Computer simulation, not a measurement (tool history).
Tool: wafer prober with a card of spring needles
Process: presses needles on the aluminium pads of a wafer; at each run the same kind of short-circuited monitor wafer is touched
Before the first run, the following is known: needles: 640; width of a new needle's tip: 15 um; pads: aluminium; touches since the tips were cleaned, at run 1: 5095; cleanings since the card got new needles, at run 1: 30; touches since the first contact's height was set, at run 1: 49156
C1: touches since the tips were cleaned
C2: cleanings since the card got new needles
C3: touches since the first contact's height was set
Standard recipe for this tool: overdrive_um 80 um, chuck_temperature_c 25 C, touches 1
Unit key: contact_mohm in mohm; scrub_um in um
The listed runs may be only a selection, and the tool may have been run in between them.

run 1 hour=0 | overdrive_um=80 chuck_temperature_c=25 touches=1 | C1=5095 C2=30 C3=49156 | contact_mohm=178 scrub_um=11.153
-- hour=9.5 tips cleaned on abrasive film
run 2 hour=19.7 | overdrive_um=67 chuck_temperature_c=25 touches=1 | C1=4109 C2=31 C3=57030 | contact_mohm=179 scrub_um=9.332
-- hour=31.9 tips cleaned on abrasive film
run 3 hour=41.3 | overdrive_um=67 chuck_temperature_c=25 touches=1 | C1=3783 C2=32 C3=65706 | contact_mohm=177 scrub_um=9.325
-- hour=43.9 height of the first contact set anew
-- hour=55.2 tips cleaned on abrasive film
run 4 hour=55.2 | overdrive_um=80 chuck_temperature_c=70 touches=1 | C1=0 C2=33 C3=4516 | contact_mohm=186 scrub_um=11.152
run 5 hour=74.5 | overdrive_um=80 chuck_temperature_c=25 touches=1 | C1=7755 C2=33 C3=12271 | contact_mohm=179 scrub_um=11.162
-- hour=77.5 tips cleaned on abrasive film
run 6 hour=88.4 | overdrive_um=80 chuck_temperature_c=25 touches=1 | C1=4363 C2=34 C3=17819 | contact_mohm=179 scrub_um=11.163
-- hour=101.5 tips cleaned on abrasive film
run 7 hour=107.4 | overdrive_um=80 chuck_temperature_c=25 touches=1 | C1=2349 C2=35 C3=25404 | contact_mohm=179 scrub_um=11.172
-- hour=123.5 tips cleaned on abrasive film
run 8 hour=123.6 | overdrive_um=80 chuck_temperature_c=25 touches=1 | C1=44 C2=36 C3=31913 | contact_mohm=178 scrub_um=11.17
run 9 hour=138.6 | overdrive_um=80 chuck_temperature_c=39 touches=1 | C1=6050 C2=36 C3=37919 | contact_mohm=178 scrub_um=11.165
-- hour=145.7 tips cleaned on abrasive film
run 10 hour=166 | overdrive_um=80 chuck_temperature_c=26 touches=1 | C1=8146 C2=37 C3=48899 | contact_mohm=177 scrub_um=11.17
-- hour=168.1 tips cleaned on abrasive film
-- hour=192.3 tips cleaned on abrasive film
run 11 hour=199.5 | overdrive_um=80 chuck_temperature_c=26 touches=1 | C1=2913 C2=39 C3=62316 | contact_mohm=177 scrub_um=11.189
-- hour=210.1 height of the first contact set anew
-- hour=214.9 tips cleaned on abrasive film
run 12 hour=215.6 | overdrive_um=80 chuck_temperature_c=26 touches=1 | C1=282 C2=40 C3=2143 | contact_mohm=178 scrub_um=11.183
-- hour=237.5 tips cleaned on abrasive film
run 13 hour=242.7 | overdrive_um=80 chuck_temperature_c=25 touches=1 | C1=2082 C2=41 C3=13011 | contact_mohm=178 scrub_um=11.176
-- hour=260.1 tips cleaned on abrasive film
run 14 hour=264.7 | overdrive_um=80 chuck_temperature_c=25 touches=1 | C1=1856 C2=42 C3=21836 | contact_mohm=176 scrub_um=11.194
-- hour=283.5 tips cleaned on abrasive film
run 15 hour=283.8 | overdrive_um=72 chuck_temperature_c=25 touches=1 | C1=123 C2=43 C3=29480 | contact_mohm=180 scrub_um=10.075
run 16 hour=299.8 | overdrive_um=72 chuck_temperature_c=25 touches=1 | C1=6559 C2=43 C3=35916 | contact_mohm=180 scrub_um=10.07
-- hour=307.9 tips cleaned on abrasive film
run 17 hour=327.5 | overdrive_um=76 chuck_temperature_c=94 touches=2 | C1=7881 C2=44 C3=46990 | contact_mohm=191 scrub_um=10.644
-- hour=330.1 tips cleaned on abrasive film
run 18 hour=348.8 | overdrive_um=76 chuck_temperature_c=94 touches=2 | C1=7503 C2=45 C3=55526 | contact_mohm=191 scrub_um=10.644
-- hour=352.3 tips cleaned on abrasive film
run 19 hour=374.1 | overdrive_um=76 chuck_temperature_c=109 touches=1 | C1=8784 C2=46 C3=65686 | contact_mohm=196 scrub_um=10.65
-- hour=376.2 tips cleaned on abrasive film
-- hour=376.5 height of the first contact set anew
-- hour=399.2 tips cleaned on abrasive film
run 20 hour=399.9 | overdrive_um=76 chuck_temperature_c=109 touches=1 | C1=257 C2=48 C3=9343 | contact_mohm=194 scrub_um=10.656
-- hour=422.2 tips cleaned on abrasive film
run 21 hour=430.2 | overdrive_um=76 chuck_temperature_c=109 touches=1 | C1=3210 C2=49 C3=21509 | contact_mohm=195 scrub_um=10.649
-- hour=446.3 tips cleaned on abrasive film
run 22 hour=457.5 | overdrive_um=80 chuck_temperature_c=106 touches=2 | C1=4506 C2=50 C3=32455 | contact_mohm=196 scrub_um=11.222
-- hour=468.8 tips cleaned on abrasive film
run 23 hour=485.3 | overdrive_um=80 chuck_temperature_c=106 touches=2 | C1=6639 C2=51 C3=43581 | contact_mohm=195 scrub_um=11.209
-- hour=491.2 tips cleaned on abrasive film
run 24 hour=501.6 | overdrive_um=80 chuck_temperature_c=106 touches=2 | C1=4183 C2=52 C3=50103 | contact_mohm=192 scrub_um=11.232
-- hour=514.6 tips cleaned on abrasive film
run 25 hour=516.6 | overdrive_um=80 chuck_temperature_c=106 touches=2 | C1=771 C2=53 C3=56077 | contact_mohm=194 scrub_um=11.228
run 26 hour=536.1 | overdrive_um=62 chuck_temperature_c=38 touches=2 | C1=8634 C2=53 C3=63940 | contact_mohm=186 scrub_um=8.707
-- hour=537.8 tips cleaned on abrasive film
-- hour=544 height of the first contact set anew
run 27 hour=555.1 | overdrive_um=62 chuck_temperature_c=38 touches=2 | C1=6834 C2=54 C3=4475 | contact_mohm=182 scrub_um=8.71
-- hour=562.3 tips cleaned on abrasive film
run 28 hour=580.1 | overdrive_um=62 chuck_temperature_c=38 touches=2 | C1=7153 C2=55 C3=14478 | contact_mohm=185 scrub_um=8.714
-- hour=586.6 tips cleaned on abrasive film
-- hour=608.7 tips cleaned on abrasive film
run 29 hour=612.6 | overdrive_um=80 chuck_temperature_c=25 touches=2 | C1=1539 C2=57 C3=27473 | contact_mohm=177 scrub_um=11.252
-- hour=632.3 tips cleaned on abrasive film
run 30 hour=632.3 | overdrive_um=84 chuck_temperature_c=42 touches=2 | C1=0 C2=58 C3=35383 | contact_mohm=180 scrub_um=11.807
run 31 hour=646.3 | overdrive_um=84 chuck_temperature_c=42 touches=2 | C1=5623 C2=58 C3=41006 | contact_mohm=180 scrub_um=11.805

Here are 4 independent what-if runs from the current tool condition. What would each one return?
-- hour=656.3 tips cleaned on abrasive film
run A hour=674.3 | overdrive_um=65 chuck_temperature_c=72 touches=1 | C1=7244 C2=59 C3=52238 | contact_mohm=? scrub_um=?
-- hour=656.3 tips cleaned on abrasive film
run B hour=674.3 | overdrive_um=81 chuck_temperature_c=59 touches=2 | C1=7244 C2=59 C3=52238 | contact_mohm=? scrub_um=?
-- hour=656.3 tips cleaned on abrasive film
run C hour=674.3 | overdrive_um=84 chuck_temperature_c=42 touches=3 | C1=7244 C2=59 C3=52238 | contact_mohm=? scrub_um=?
-- hour=656.3 tips cleaned on abrasive film
run D hour=674.3 | overdrive_um=75 chuck_temperature_c=104 touches=3 | C1=7244 C2=59 C3=52238 | contact_mohm=? scrub_um=?

run=A contact_mohm=189 scrub_um=9.149
run=B contact_mohm=188 scrub_um=11.393
run=C contact_mohm=181 scrub_um=11.818
run=D contact_mohm=195 scrub_um=10.553
Without the tool's unlogged condition, the same runs would have read:
run=A contact_mohm=188 scrub_um=9.061
run=B contact_mohm=187 scrub_um=11.284
run=C contact_mohm=180 scrub_um=11.704
run=D contact_mohm=194 scrub_um=10.451

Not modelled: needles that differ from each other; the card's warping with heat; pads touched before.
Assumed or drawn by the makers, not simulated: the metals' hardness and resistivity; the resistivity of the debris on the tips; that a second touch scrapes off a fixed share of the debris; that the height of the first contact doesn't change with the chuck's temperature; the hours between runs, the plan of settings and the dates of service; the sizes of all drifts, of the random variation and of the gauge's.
